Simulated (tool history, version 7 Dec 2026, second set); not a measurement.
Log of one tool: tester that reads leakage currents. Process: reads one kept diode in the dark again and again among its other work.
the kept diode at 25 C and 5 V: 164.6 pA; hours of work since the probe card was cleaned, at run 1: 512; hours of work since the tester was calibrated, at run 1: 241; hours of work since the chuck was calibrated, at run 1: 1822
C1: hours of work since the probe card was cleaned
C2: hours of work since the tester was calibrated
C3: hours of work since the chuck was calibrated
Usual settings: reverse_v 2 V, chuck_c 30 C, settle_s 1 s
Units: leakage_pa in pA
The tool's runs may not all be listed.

Run 1, hour 0: usual settings; C1 512; C2 241; C3 1822. Result: leakage_pa 150.14 pA.
At hour 31.5: chuck's temperature calibrated.
Run 2, hour 119.1: usual settings but chuck_c 23 C; C1 569; C2 298; C3 43. Result: leakage_pa 88.06 pA.
Run 3, hour 206: usual settings but settle_s 3.1 s; C1 611; C2 340; C3 85. Result: leakage_pa 160.27 pA.
Run 4, hour 346.1: usual settings but settle_s 0.75 s; C1 679; C2 408; C3 153. Result: leakage_pa 160.47 pA.
Run 5, hour 462.1: usual settings but settle_s 0.75 s; C1 736; C2 465; C3 210. Result: leakage_pa 160.6 pA.
Run 6, hour 550.7: usual settings but settle_s 0.75 s; C1 779; C2 508; C3 253. Result: leakage_pa 160.67 pA.
Run 7, hour 733.1: usual settings but chuck_c 57 C; C1 868; C2 597; C3 342. Result: leakage_pa 1299.46 pA.
Run 8, hour 828.6: usual settings but chuck_c 57 C; C1 914; C2 643; C3 388. Result: leakage_pa 1296.5 pA.
Run 9, hour 993.3: usual settings but chuck_c 57 C; C1 994; C2 724; C3 469. Result: leakage_pa 1290.34 pA.
Run 10, hour 1117.9: usual settings but chuck_c 57 C; C1 1055; C2 784; C3 529. Result: leakage_pa 1285.1 pA.
Run 11, hour 1247.5: usual settings but chuck_c 35 C; C1 1118; C2 847; C3 592. Result: leakage_pa 239.71 pA.
Run 12, hour 1370: usual settings but chuck_c 35 C; C1 1178; C2 907; C3 652. Result: leakage_pa 236.86 pA.
Run 13, hour 1515.4: usual settings but chuck_c 35 C; C1 1249; C2 978; C3 723. Result: leakage_pa 237.73 pA.
Run 14, hour 1594.3: usual settings but chuck_c 35 C; C1 1287; C2 1016; C3 761. Result: leakage_pa 236.99 pA.
Run 15, hour 1752.4: usual settings but settle_s 3.38 s; C1 1364; C2 1094; C3 838. Result: leakage_pa 155.5 pA.
Run 16, hour 1858.6: usual settings but settle_s 3.38 s; C1 1416; C2 1145; C3 890. Result: leakage_pa 155.52 pA.
Run 17, hour 2025.3: usual settings but chuck_c 33 C; C1 1497; C2 1226; C3 971. Result: leakage_pa 198.79 pA.
Run 18, hour 2194.9: usual settings but chuck_c 33 C, settle_s 2.26 s; C1 1580; C2 1309; C3 1054. Result: leakage_pa 198.46 pA.
Run 19, hour 2346.3: usual settings but chuck_c 33 C, settle_s 2.26 s; C1 1654; C2 1383; C3 1128. Result: leakage_pa 196.91 pA.
Run 20, hour 2515.1: usual settings but reverse_v 5.82 V, chuck_c 51 C, settle_s 4.59 s; C1 1736; C2 1465; C3 1210. Result: leakage_pa 1368.82 pA.
Run 21, hour 2672.6: usual settings but reverse_v 5.22 V, chuck_c 34 C, settle_s 2.85 s; C1 1813; C2 1542; C3 1287. Result: leakage_pa 341.49 pA.
Run 22, hour 2752.8: usual settings but reverse_v 5.22 V, chuck_c 34 C, settle_s 2.85 s; C1 1852; C2 1581; C3 1326. Result: leakage_pa 342.65 pA.
Run 23, hour 2864.7: usual settings but reverse_v 6.13 V, chuck_c 50 C, settle_s 2.59 s; C1 1906; C2 1635; C3 1380. Result: leakage_pa 1292.97 pA.
Run 24, hour 2953.7: usual settings but reverse_v 1.04 V, chuck_c 28 C, settle_s 3.26 s; C1 1950; C2 1679; C3 1424. Result: leakage_pa 93.24 pA.
Run 25, hour 3116.4: usual settings but reverse_v 1.04 V, chuck_c 28 C, settle_s 3.26 s; C1 2029; C2 1758; C3 1503. Result: leakage_pa 92.55 pA.
Run 26, hour 3210.7: usual settings but reverse_v 1.04 V, chuck_c 28 C, settle_s 3.26 s; C1 2075; C2 1804; C3 1549. Result: leakage_pa 92.06 pA.
Run 27, hour 3372.2: usual settings but reverse_v 1.04 V, chuck_c 28 C, settle_s 3.26 s; C1 2153; C2 1883; C3 1628. Result: leakage_pa 92.07 pA.
Run 28, hour 3543.9: usual settings but chuck_c 47 C, settle_s 3.58 s; C1 2237; C2 1966; C3 1711. Result: leakage_pa 589.47 pA.
Run 29, hour 3647.3: usual settings but settle_s 0.46 s; C1 2288; C2 2017; C3 1762. Result: leakage_pa 150.12 pA.
Run 30, hour 3785.2: usual settings but chuck_c 37 C, settle_s 2.91 s; C1 2355; C2 2084; C3 1829. Result: leakage_pa 265.47 pA.
At hour 3811.8: chuck's temperature calibrated.
Run 31, hour 3897.1: usual settings but reverse_v 3.04 V, chuck_c 37 C, settle_s 1.48 s; C1 2408; C2 2137; C3 42. Result: leakage_pa 352.73 pA.
Run 32, hour 3981: usual settings but reverse_v 3.04 V, chuck_c 37 C, settle_s 0.52 s; C1 2449; C2 2178; C3 82. Result: leakage_pa 355.06 pA.
Run 33, hour 4074: usual settings but reverse_v 3.04 V, chuck_c 37 C, settle_s 0.52 s; C1 2494; C2 2224; C3 128. Result: leakage_pa 352.1 pA.
Run 34, hour 4222.6: usual settings but reverse_v 3.04 V, chuck_c 38 C, settle_s 1.88 s; C1 2567; C2 2296; C3 200. Result: leakage_pa 379.77 pA.

Run 35 comes next. What will it give?
Run 35, hour 4382.6: usual settings but reverse_v 3.04 V, chuck_c 38 C, settle_s 1.88 s; C1 2645; C2 2374; C3 278. Result: leakage_pa ?.

{"run 35": {"leakage_pa": 377.19}}
Without the tool's hidden state the same run would have given leakage_pa 383.87 pA.

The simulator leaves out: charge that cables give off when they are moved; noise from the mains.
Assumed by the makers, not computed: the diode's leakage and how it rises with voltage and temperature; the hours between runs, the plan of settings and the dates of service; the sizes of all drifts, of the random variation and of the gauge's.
